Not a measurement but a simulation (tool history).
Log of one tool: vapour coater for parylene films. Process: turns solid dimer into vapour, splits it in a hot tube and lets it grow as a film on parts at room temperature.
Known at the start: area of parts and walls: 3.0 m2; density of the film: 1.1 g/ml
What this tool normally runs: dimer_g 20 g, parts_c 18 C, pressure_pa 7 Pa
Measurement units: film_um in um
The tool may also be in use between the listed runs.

run 1 hour=0 | dimer_g=20 parts_c=18 pressure_pa=7 | film_um=4.14
run 2 hour=42.3 | dimer_g=20 parts_c=18 pressure_pa=7 | film_um=4.09
run 3 hour=79.4 | dimer_g=20 parts_c=18 pressure_pa=7 | film_um=4.04
run 4 hour=122 | dimer_g=16 parts_c=18 pressure_pa=7 | film_um=3.24
run 5 hour=165 | dimer_g=16 parts_c=18 pressure_pa=7 | film_um=3.18
run 6 hour=193.5 | dimer_g=16 parts_c=18 pressure_pa=7 | film_um=3.16
run 7 hour=233.6 | dimer_g=34 parts_c=18 pressure_pa=7 | film_um=6.66
-- hour=258.5 trap's valve overhauled
run 8 hour=278.5 | dimer_g=20 parts_c=18 pressure_pa=7 | film_um=4.33
run 9 hour=322.7 | dimer_g=14 parts_c=18 pressure_pa=7 | film_um=3.03
run 10 hour=358 | dimer_g=14 parts_c=18 pressure_pa=7 | film_um=3
run 11 hour=392 | dimer_g=14 parts_c=18 pressure_pa=7 | film_um=2.92
run 12 hour=439.8 | dimer_g=20 parts_c=18 pressure_pa=2.13 | film_um=4.57
run 13 hour=474.6 | dimer_g=25 parts_c=18 pressure_pa=7 | film_um=5.26
run 14 hour=521 | dimer_g=8 parts_c=11 pressure_pa=2.09 | film_um=2.1
run 15 hour=545.9 | dimer_g=34 parts_c=15 pressure_pa=2.34 | film_um=8.07
run 16 hour=588.2 | dimer_g=20 parts_c=17 pressure_pa=4.05 | film_um=4.28
run 17 hour=608.1 | dimer_g=20 parts_c=17 pressure_pa=4.05 | film_um=4.32
run 18 hour=651.7 | dimer_g=20 parts_c=18 pressure_pa=3.68 | film_um=4.18
run 19 hour=674.1 | dimer_g=20 parts_c=18 pressure_pa=3.68 | film_um=4.19
run 20 hour=697.4 | dimer_g=8 parts_c=18 pressure_pa=3.01 | film_um=1.69
run 21 hour=725.5 | dimer_g=8 parts_c=16 pressure_pa=3.01 | film_um=1.75
-- hour=753.9 trap's valve overhauled
run 22 hour=760.5 | dimer_g=28 parts_c=13 pressure_pa=2.07 | film_um=7.32
run 23 hour=785.4 | dimer_g=26 parts_c=28 pressure_pa=2.63 | film_um=5.06
run 24 hour=810.3 | dimer_g=17 parts_c=18 pressure_pa=11.33 | film_um=3.53
run 25 hour=854.6 | dimer_g=20 parts_c=23 pressure_pa=3.33 | film_um=4.12
run 26 hour=881.4 | dimer_g=23 parts_c=18 pressure_pa=7.94 | film_um=4.82

Here are 3 independent what-if runs from the current tool condition. What would each one return?
run A hour=918 | dimer_g=10 parts_c=20 pressure_pa=4.49 | film_um=?
run B hour=918 | dimer_g=22 parts_c=17 pressure_pa=4.58 | film_um=?
run C hour=918 | dimer_g=16 parts_c=23 pressure_pa=3.81 | film_um=?

run=A film_um=2.07
run=B film_um=4.9
run=C film_um=3.24
With the hidden condition removed and each run's random variation left untouched, the same runs would have given:
run=A film_um=2.17
run=B film_um=5.13
run=C film_um=3.39
